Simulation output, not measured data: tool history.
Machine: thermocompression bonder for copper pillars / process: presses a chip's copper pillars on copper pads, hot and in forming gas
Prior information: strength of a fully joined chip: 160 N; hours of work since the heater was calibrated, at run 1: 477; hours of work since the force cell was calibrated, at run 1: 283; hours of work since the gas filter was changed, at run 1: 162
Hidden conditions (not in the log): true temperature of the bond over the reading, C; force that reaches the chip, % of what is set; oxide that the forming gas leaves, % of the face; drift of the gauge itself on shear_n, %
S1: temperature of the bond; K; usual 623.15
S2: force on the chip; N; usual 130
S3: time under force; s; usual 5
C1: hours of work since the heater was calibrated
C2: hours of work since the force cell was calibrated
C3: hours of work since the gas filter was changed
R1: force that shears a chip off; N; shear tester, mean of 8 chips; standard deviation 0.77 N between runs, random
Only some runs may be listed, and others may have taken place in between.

run	hour	S1	S2	S3	C1	C2	C3	R1
1	0	623.15	130	5	477	283	162	51.3
# hour 9.4: forming gas filter changed
2	25.5	623.15	130	5	492	298	10	53.3
3	52.8	623.15	141	5	509	315	26	59.6
4	81.4	623.15	141	5	526	332	44	57.7
5	101.9	623.15	130	3	539	344	56	43.1
6	135.7	623.15	130	3	559	365	76	43.5
# hour 141.3: heater calibrated with a thermocouple chip
7	175.5	623.15	130	5	21	388	99	54.4
8	194.8	604.15	130	5	32	400	111	45.2
9	231.4	623.15	130	7	55	422	133	61.2
10	262.9	623.15	130	5	74	441	152	54.8
11	284.3	623.15	130	5	87	454	165	53.5
# hour 287.4: forming gas filter changed
12	315.3	623.15	130	5	105	472	17	55.8
13	344.5	623.15	145	7	123	490	35	72.4
14	374.2	623.15	115	5	141	508	53	47
15	405.4	651.15	135	10	160	527	71	86.4
16	435.2	651.15	135	10	178	545	90	88.9
17	471.5	651.15	135	10	200	567	112	87.7
18	490.9	610.15	135	10	212	579	123	65.4
19	526.3	610.15	135	10	233	600	145	65.5

Alternative continuations, all from the tool just after run 19; predict every row:
A	549.8	623.15	102	5	247	614	159	?
B	549.8	623.15	130	3	247	614	159	?
C	549.8	610.15	91	10	247	614	159	?
D	549.8	629.15	130	8	247	614	159	?
E	549.8	598.15	135	10	247	614	159	?

run	R1
A	40
B	42.2
C	39.7
D	65.7
E	57.4
With the hidden condition removed and each run's random variation left untouched, the same runs would have given:
run	R1
A	44.5
B	47
C	44.3
D	72.5
E	63.6
